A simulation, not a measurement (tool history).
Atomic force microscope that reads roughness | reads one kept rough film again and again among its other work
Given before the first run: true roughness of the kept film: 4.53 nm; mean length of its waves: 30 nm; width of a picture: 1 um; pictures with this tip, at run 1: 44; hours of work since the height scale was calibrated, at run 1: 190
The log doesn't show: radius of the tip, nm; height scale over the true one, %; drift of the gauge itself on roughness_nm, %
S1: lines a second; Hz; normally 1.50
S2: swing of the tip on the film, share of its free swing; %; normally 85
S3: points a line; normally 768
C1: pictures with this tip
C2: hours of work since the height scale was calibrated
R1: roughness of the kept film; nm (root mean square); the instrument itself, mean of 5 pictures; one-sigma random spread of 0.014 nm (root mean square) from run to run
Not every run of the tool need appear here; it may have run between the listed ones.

{"run": 1, "hour": 0.0, "S1": 1.5, "S2": 85, "S3": 768, "C1": 44, "C2": 190, "R1": 2.952}
{"run": 2, "hour": 8.0, "S1": 1.5, "S2": 85, "S3": 768, "C1": 60, "C2": 197, "R1": 2.827}
{"hour": 13.8, "done": "new tip fitted"}
{"run": 3, "hour": 15.7, "S1": 2.54, "S2": 85, "S3": 768, "C1": 3, "C2": 202, "R1": 3.127}
{"run": 4, "hour": 25.5, "S1": 2.54, "S2": 85, "S3": 768, "C1": 23, "C2": 210, "R1": 2.995}
{"run": 5, "hour": 35.4, "S1": 2.54, "S2": 85, "S3": 768, "C1": 42, "C2": 218, "R1": 2.832}
{"run": 6, "hour": 43.8, "S1": 1.5, "S2": 85, "S3": 768, "C1": 59, "C2": 225, "R1": 2.842}
{"hour": 50.2, "done": "new tip fitted"}
{"run": 7, "hour": 53.3, "S1": 1.5, "S2": 85, "S3": 768, "C1": 7, "C2": 232, "R1": 3.314}
{"run": 8, "hour": 61.8, "S1": 1.5, "S2": 85, "S3": 314, "C1": 23, "C2": 239, "R1": 3.104}
{"run": 9, "hour": 69.7, "S1": 1.5, "S2": 85, "S3": 314, "C1": 39, "C2": 245, "R1": 2.95}

Forecast run 10:
{"run": 10, "hour": 79.3, "S1": 1.48, "S2": 58, "S3": 367, "C1": 58, "C2": 252, "R1": "?"}

R1: 3.066 nm (root mean square)
Were there no unlogged condition in the tool, this run, its random variation unchanged, would have produced R1 3.649 nm (root mean square).
